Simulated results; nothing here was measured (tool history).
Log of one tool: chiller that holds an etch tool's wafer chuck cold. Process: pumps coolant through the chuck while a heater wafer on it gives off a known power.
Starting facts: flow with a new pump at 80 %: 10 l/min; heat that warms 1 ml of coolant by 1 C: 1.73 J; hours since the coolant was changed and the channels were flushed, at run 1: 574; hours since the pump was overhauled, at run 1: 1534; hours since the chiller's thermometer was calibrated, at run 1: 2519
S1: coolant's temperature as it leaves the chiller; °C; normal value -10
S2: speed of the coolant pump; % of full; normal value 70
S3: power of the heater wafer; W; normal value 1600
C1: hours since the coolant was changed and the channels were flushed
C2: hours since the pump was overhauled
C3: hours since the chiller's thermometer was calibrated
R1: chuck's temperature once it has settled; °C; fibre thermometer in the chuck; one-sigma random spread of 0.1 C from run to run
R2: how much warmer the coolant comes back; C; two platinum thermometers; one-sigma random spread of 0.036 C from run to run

run,hour,S1,S2,S3,C1,C2,C3,R1,R2
1,0,-10,70,1600,574,1534,2519,8.1,6.7
2,34.7,-10,70,1600,609,1568,2554,8,6.67
3,69.6,-10,70,1490,643,1603,2589,6.8,6.19
4,104.4,-10,68,1490,678,1638,2624,7.2,6.48
5,127.7,-10,70,854,702,1661,2647,-0.3,3.54
6,161.2,-10,70,2203,735,1695,2680,15,9.28
7,185.4,-10,70,2203,759,1719,2705,14.9,9.26
8,207.9,-10,70,2203,782,1741,2727,15,9.22
9,228.7,-10,70,2203,803,1762,2748,14.9,9.24
10,245.8,-8,70,1600,820,1779,2765,10,6.71
11,276.2,-8,77,1600,850,1810,2795,8.9,6.05
12,307.4,-8,77,1600,881,1841,2827,8.9,6.02
13,337,-10,64,1600,911,1871,2856,9.6,7.45
14,374.8,-10,64,1600,949,1908,2894,9.4,7.45
# hour 377.6: chiller's thermometer calibrated
15,407.4,-10,70,1600,980,1940,30,8.3,6.75
16,438.6,-10,70,1600,1011,1971,61,8.1,6.74
17,472.7,-10,70,1600,1045,2005,95,8.1,6.71
18,506.2,-10,70,1600,1079,2039,129,8.2,6.77
19,527.2,-11,72,2053,1100,2060,150,11.8,8.38
# hour 539.3: chiller's thermometer calibrated, once more
20,546.7,-12,68,1302,1119,2078,7,3.4,5.66
21,576.8,-11,100,1302,1149,2108,38,0.6,3.69
22,616.2,-11,100,1302,1188,2148,77,0.6,3.65
23,650.9,-12,83,1059,1223,2182,112,-1.3,3.78
24,669.6,-4,83,1653,1241,2201,130,12.6,5.84
25,702.1,-1,85,2327,1274,2234,163,22.2,7.97
26,735.2,-1,85,2327,1307,2267,196,22.3,7.9
27,759.3,-19,75,1385,1331,2291,220,-3.7,5.43
28,787.4,-8,91,1524,1359,2319,248,6.5,4.84
29,828.1,-8,91,1524,1400,2360,289,6.6,4.79
30,863,-14,90,1600,1435,2395,324,1.4,5.16
31,888.3,-5,70,1951,1460,2420,349,17.6,8.29
32,909.5,-10,80,1600,1481,2441,370,6.8,5.78

4 ways to go on from here, each from the tool as it stands after run 32. What would each give?
A,948,-2,78,1615,1520,2480,409,?,?
B,948,-3,65,1499,1520,2480,409,?,?
C,948,-10,71,1600,1520,2480,409,?,?
D,948,-10,63,2334,1520,2480,409,?,?

run,R1,R2
A,15.4,6.06
B,15.5,6.92
C,8.3,6.69
D,19.5,11.2
With no hidden state in the tool, these same runs would have given:
run,R1,R2
A,14.2,5.75
B,14.3,6.56
C,7.1,6.34
D,17.5,10.62
